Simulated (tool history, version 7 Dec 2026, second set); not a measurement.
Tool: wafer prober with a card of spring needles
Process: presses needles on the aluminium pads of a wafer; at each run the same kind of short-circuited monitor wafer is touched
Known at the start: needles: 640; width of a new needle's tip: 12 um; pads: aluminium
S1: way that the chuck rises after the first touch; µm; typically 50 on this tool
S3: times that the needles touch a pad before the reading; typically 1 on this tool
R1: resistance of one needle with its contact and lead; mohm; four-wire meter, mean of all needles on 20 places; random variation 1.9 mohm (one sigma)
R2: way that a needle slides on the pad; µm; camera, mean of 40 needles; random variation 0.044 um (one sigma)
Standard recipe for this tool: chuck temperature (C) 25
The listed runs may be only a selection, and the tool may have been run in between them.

{"run": 1, "hour": 0.0, "S1": 50, "chuck temperature (C)": 25, "S3": 1, "R1": 224, "R2": 12.39}
{"hour": 3.7, "done": "tips cleaned on abrasive film"}
{"run": 2, "hour": 7.6, "S1": 31, "chuck temperature (C)": 25, "S3": 1, "R1": 285, "R2": 7.6}
{"hour": 12.9, "done": "tips cleaned on abrasive film"}
{"run": 3, "hour": 15.2, "S1": 50, "chuck temperature (C)": 25, "S3": 1, "R1": 214, "R2": 12.32}
{"hour": 20.9, "done": "tips cleaned on abrasive film, once more"}
{"run": 4, "hour": 24.0, "S1": 50, "chuck temperature (C)": 62, "S3": 1, "R1": 225, "R2": 12.29}
{"hour": 29.7, "done": "tips cleaned on abrasive film"}
{"run": 5, "hour": 31.4, "S1": 50, "chuck temperature (C)": 62, "S3": 1, "R1": 225, "R2": 12.3}
{"hour": 38.3, "done": "tips cleaned on abrasive film"}
{"run": 6, "hour": 39.1, "S1": 50, "chuck temperature (C)": 62, "S3": 1, "R1": 221, "R2": 12.35}
{"run": 7, "hour": 43.5, "S1": 50, "chuck temperature (C)": 62, "S3": 1, "R1": 230, "R2": 12.25}
{"hour": 47.2, "done": "tips cleaned on abrasive film"}
{"run": 8, "hour": 47.5, "S1": 50, "chuck temperature (C)": 62, "S3": 1, "R1": 221, "R2": 12.27}
{"hour": 55.9, "done": "tips cleaned on abrasive film"}
{"run": 9, "hour": 56.5, "S1": 50, "chuck temperature (C)": 62, "S3": 1, "R1": 223, "R2": 12.21}
{"run": 10, "hour": 60.9, "S1": 50, "chuck temperature (C)": 100, "S3": 1, "R1": 238, "R2": 12.18}
{"hour": 64.5, "done": "tips cleaned on abrasive film"}
{"run": 11, "hour": 65.6, "S1": 50, "chuck temperature (C)": 100, "S3": 1, "R1": 231, "R2": 12.32}
{"run": 12, "hour": 71.6, "S1": 50, "chuck temperature (C)": 100, "S3": 1, "R1": 238, "R2": 12.27}
{"hour": 73.5, "done": "tips cleaned on abrasive film"}
{"run": 13, "hour": 76.6, "S1": 40, "chuck temperature (C)": 52, "S3": 1, "R1": 231, "R2": 9.8}
{"hour": 82.2, "done": "tips cleaned on abrasive film"}
{"run": 14, "hour": 85.4, "S1": 43, "chuck temperature (C)": 25, "S3": 2, "R1": 220, "R2": 10.48}
{"hour": 90.8, "done": "tips cleaned on abrasive film"}
{"run": 15, "hour": 93.8, "S1": 57, "chuck temperature (C)": 25, "S3": 2, "R1": 210, "R2": 13.98}
{"hour": 99.7, "done": "tips cleaned on abrasive film"}
{"run": 16, "hour": 101.7, "S1": 55, "chuck temperature (C)": 25, "S3": 2, "R1": 214, "R2": 13.43}
{"hour": 108.5, "done": "tips cleaned on abrasive film"}
{"run": 17, "hour": 108.7, "S1": 55, "chuck temperature (C)": 26, "S3": 1, "R1": 210, "R2": 13.43}
{"run": 18, "hour": 116.9, "S1": 50, "chuck temperature (C)": 25, "S3": 2, "R1": 220, "R2": 12.23}
{"hour": 117.7, "done": "tips cleaned on abrasive film"}
{"run": 19, "hour": 124.5, "S1": 52, "chuck temperature (C)": 25, "S3": 3, "R1": 217, "R2": 12.71}

Alternative continuations, all from the tool just after run 19; predict every row:
{"hour": 126.7, "done": "tips cleaned on abrasive film"}
{"run": "A", "hour": 128.7, "S1": 37, "chuck temperature (C)": 58, "S3": 2, "R1": "?", "R2": "?"}
{"hour": 126.7, "done": "tips cleaned on abrasive film"}
{"run": "B", "hour": 128.7, "S1": 50, "chuck temperature (C)": 91, "S3": 3, "R1": "?", "R2": "?"}
{"hour": 126.7, "done": "tips cleaned on abrasive film"}
{"run": "C", "hour": 128.7, "S1": 47, "chuck temperature (C)": 124, "S3": 2, "R1": "?", "R2": "?"}

run=A R1=229 R2=8.92
run=B R1=225 R2=12.17
run=C R1=235 R2=11.45
What these runs would have given with no unlogged condition in the tool:
run=A R1=221 R2=9.28
run=B R1=223 R2=12.54
run=C R1=231 R2=11.81
